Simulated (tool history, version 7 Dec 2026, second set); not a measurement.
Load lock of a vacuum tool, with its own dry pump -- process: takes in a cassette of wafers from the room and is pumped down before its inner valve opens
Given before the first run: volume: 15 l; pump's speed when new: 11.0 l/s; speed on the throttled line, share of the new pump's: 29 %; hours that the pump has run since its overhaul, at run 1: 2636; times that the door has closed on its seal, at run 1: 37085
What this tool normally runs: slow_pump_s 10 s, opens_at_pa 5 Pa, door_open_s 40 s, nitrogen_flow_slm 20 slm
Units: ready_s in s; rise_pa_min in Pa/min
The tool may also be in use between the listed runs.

run,day,slow_pump_s,opens_at_pa,door_open_s,nitrogen_flow_slm,hours that the pump has run since its overhaul,times that the door has closed on its seal,"incoming humidity of the room's air, %",ready_s,rise_pa_min
1,0,10,5,40,20,2636,37085,48,20.7,0.175
2,4.658,10,5,40,20,2748,37380,45.9,20.5,0.169
3,8.275,10,5,40,20,2835,37610,45.4,21.2,0.174
4,14.138,10,5,40,20,2975,37982,44.4,21,0.175
5,19.979,17,5,40,20,3116,38353,45.6,25.9,0.182
6,25.162,17,5,40,20,3240,38682,43.4,25.8,0.179
7,30.138,17,5,40,20,3359,38997,45.6,26.3,0.186
8,34.854,10,5,40,20,3473,39297,45.6,20.9,0.177
9,38.688,6,5,40,25,3565,39540,44.3,18,0.184
10,42.396,6,5,40,25,3654,39775,45.8,17.8,0.181
11,45.442,6,5,40,25,3727,39968,44.7,18.8,0.182
12,47.854,19,5,40,20,3785,40122,46,27.5,0.181

Estimate the outcome of run 13 from the log above:
13,53.104,5,5,115,22,3911,40455,46.9,?,?

ready_s: 17.5 s
rise_pa_min: 0.206 Pa/min
The same run, on a tool lacking any hidden state, would have yielded ready_s 17.2 s, rise_pa_min 0.07 Pa/min.

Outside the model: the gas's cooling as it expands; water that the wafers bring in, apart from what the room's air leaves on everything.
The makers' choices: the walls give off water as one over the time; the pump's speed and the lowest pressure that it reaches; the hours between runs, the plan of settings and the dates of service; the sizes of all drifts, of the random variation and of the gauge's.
